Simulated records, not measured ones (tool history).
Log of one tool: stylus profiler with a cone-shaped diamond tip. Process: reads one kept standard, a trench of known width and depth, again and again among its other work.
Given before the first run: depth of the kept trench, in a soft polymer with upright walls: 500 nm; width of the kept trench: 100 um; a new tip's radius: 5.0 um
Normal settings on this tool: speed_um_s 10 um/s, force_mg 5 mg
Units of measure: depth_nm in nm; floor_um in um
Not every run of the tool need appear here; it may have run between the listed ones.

run 1 hour=0 | speed_um_s=10 force_mg=5 | depth_nm=509.37 floor_um=95.49
run 2 hour=75.1 | speed_um_s=10 force_mg=5 | depth_nm=509.4 floor_um=95.45
run 3 hour=135.2 | speed_um_s=10 force_mg=2.14 | depth_nm=505.27 floor_um=95.31
run 4 hour=247.4 | speed_um_s=10 force_mg=2.14 | depth_nm=505.11 floor_um=95.23
run 5 hour=299.8 | speed_um_s=10 force_mg=2.14 | depth_nm=504.98 floor_um=95.12
run 6 hour=367.6 | speed_um_s=10 force_mg=5 | depth_nm=509.13 floor_um=95.11
run 7 hour=432.1 | speed_um_s=10 force_mg=5 | depth_nm=508.81 floor_um=95.02
run 8 hour=516.5 | speed_um_s=10 force_mg=5 | depth_nm=508.76 floor_um=94.95
run 9 hour=624.6 | speed_um_s=10 force_mg=5 | depth_nm=508.88 floor_um=94.85
run 10 hour=698 | speed_um_s=10 force_mg=5 | depth_nm=508.69 floor_um=94.76
run 11 hour=808.8 | speed_um_s=10 force_mg=5 | depth_nm=508.55 floor_um=94.67
run 12 hour=862.6 | speed_um_s=10 force_mg=5 | depth_nm=508.58 floor_um=94.61
run 13 hour=980.6 | speed_um_s=10 force_mg=5 | depth_nm=508.26 floor_um=94.5
run 14 hour=1061.1 | speed_um_s=21 force_mg=8.06 | depth_nm=511.67 floor_um=94.47
run 15 hour=1131.9 | speed_um_s=21 force_mg=8.06 | depth_nm=511.66 floor_um=94.3
run 16 hour=1248.3 | speed_um_s=10 force_mg=14.31 | depth_nm=517.45 floor_um=94.32
run 17 hour=1326.8 | speed_um_s=2 force_mg=5.8 | depth_nm=509.11 floor_um=94.28
run 18 hour=1386 | speed_um_s=2 force_mg=5.8 | depth_nm=508.95 floor_um=94.24
run 19 hour=1448.5 | speed_um_s=2 force_mg=5.8 | depth_nm=508.62 floor_um=94.09
run 20 hour=1501.6 | speed_um_s=12 force_mg=5.76 | depth_nm=508.42 floor_um=94.03
run 21 hour=1613.3 | speed_um_s=12 force_mg=11.58 | depth_nm=514.67 floor_um=94
run 22 hour=1667.2 | speed_um_s=12 force_mg=11.74 | depth_nm=514.76 floor_um=93.91
run 23 hour=1768.3 | speed_um_s=12 force_mg=11.74 | depth_nm=514.45 floor_um=93.82

Same runs, no hidden state in the tool, same run-to-run variation:
What the log doesn't record here: radius of the tip, um; height scale over the true one, %; drift of the gauge itself on depth_nm, %; drift of the gauge itself on floor_um, %.
run=1 depth_nm=509.2 floor_um=95.6
run=2 depth_nm=509.31 floor_um=95.64
run=3 depth_nm=505.25 floor_um=95.57
run=4 depth_nm=505.21 floor_um=95.61
run=5 depth_nm=505.13 floor_um=95.56
run=6 depth_nm=509.36 floor_um=95.62
run=7 depth_nm=509.1 floor_um=95.59
run=8 depth_nm=509.16 floor_um=95.61
run=9 depth_nm=509.39 floor_um=95.61
run=10 depth_nm=509.28 floor_um=95.6
run=11 depth_nm=509.26 floor_um=95.61
run=12 depth_nm=509.34 floor_um=95.61
run=13 depth_nm=509.16 floor_um=95.6
run=14 depth_nm=512.66 floor_um=95.64
run=15 depth_nm=512.73 floor_um=95.54
run=16 depth_nm=518.65 floor_um=95.66
run=17 depth_nm=510.38 floor_um=95.68
run=18 depth_nm=510.29 floor_um=95.69
run=19 depth_nm=510.02 floor_um=95.59
run=20 depth_nm=509.88 floor_um=95.57
run=21 depth_nm=516.27 floor_um=95.64
run=22 depth_nm=516.43 floor_um=95.59
run=23 depth_nm=516.22 floor_um=95.59
